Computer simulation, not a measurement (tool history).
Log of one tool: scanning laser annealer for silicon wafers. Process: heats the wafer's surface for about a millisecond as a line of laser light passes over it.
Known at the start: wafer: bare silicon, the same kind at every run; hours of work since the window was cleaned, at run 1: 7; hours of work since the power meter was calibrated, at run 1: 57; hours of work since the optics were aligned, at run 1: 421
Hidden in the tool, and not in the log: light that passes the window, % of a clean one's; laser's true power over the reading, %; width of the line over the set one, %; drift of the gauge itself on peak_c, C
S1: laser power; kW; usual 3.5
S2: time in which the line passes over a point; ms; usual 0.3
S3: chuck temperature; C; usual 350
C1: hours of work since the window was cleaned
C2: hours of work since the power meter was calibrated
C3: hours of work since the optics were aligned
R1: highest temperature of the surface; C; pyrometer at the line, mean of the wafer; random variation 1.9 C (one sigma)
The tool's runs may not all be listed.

| run | hour | S1 | S2 | S3 | C1 | C2 | C3 | R1 |
|---|---|---|---|---|---|---|---|---|
| 1 | 0 | 3.5 | 0.3 | 350 | 7 | 57 | 421 | 1139 |
| 2 | 9.2 | 3.5 | 0.3 | 350 | 10 | 61 | 425 | 1136 |
| 3 | 14.7 | 3.5 | 0.3 | 350 | 13 | 63 | 427 | 1137 |
| 4 | 22.6 | 3.5 | 0.3 | 350 | 16 | 66 | 430 | 1142 |
| 5 | 27.3 | 3.5 | 0.3 | 350 | 18 | 68 | 432 | 1138 |
|  | 31.2 | laser's power meter calibrated |
| 6 | 38.9 | 3.5 | 0.3 | 350 | 21 | 3 | 436 | 1136 |
| 7 | 49.5 | 3.5 | 0.3 | 350 | 26 | 7 | 440 | 1139 |
| 8 | 58.3 | 3.053 | 0.316 | 386 | 29 | 11 | 443 | 1069 |
| 9 | 62.8 | 3.249 | 0.299 | 321 | 31 | 13 | 445 | 1041 |
| 10 | 67.8 | 3.115 | 0.3 | 361 | 33 | 15 | 447 | 1044 |
| 11 | 77.6 | 3.77 | 0.362 | 383 | 37 | 19 | 451 | 1316 |
| 12 | 88.1 | 3.5 | 0.3 | 325 | 41 | 23 | 456 | 1115 |

Forecast each of these 3 alternatives for the next run:
|  | 93.6 | laser's power meter calibrated, once more |
| A | 97.8 | 3.618 | 0.316 | 319 | 44 | 2 | 458 | ? |
|  | 93.6 | laser's power meter calibrated, once more |
| B | 97.8 | 3.209 | 0.3 | 353 | 44 | 2 | 458 | ? |
|  | 93.6 | laser's power meter calibrated, once more |
| C | 97.8 | 3.074 | 0.283 | 350 | 44 | 2 | 458 | ? |

| run | R1 |
|---|---|
| A | 1161 |
| B | 1063 |
| C | 1004 |
Without the tool's hidden state the same runs would have given:
| run | R1 |
|---|---|
| A | 1172 |
| B | 1073 |
| C | 1012 |

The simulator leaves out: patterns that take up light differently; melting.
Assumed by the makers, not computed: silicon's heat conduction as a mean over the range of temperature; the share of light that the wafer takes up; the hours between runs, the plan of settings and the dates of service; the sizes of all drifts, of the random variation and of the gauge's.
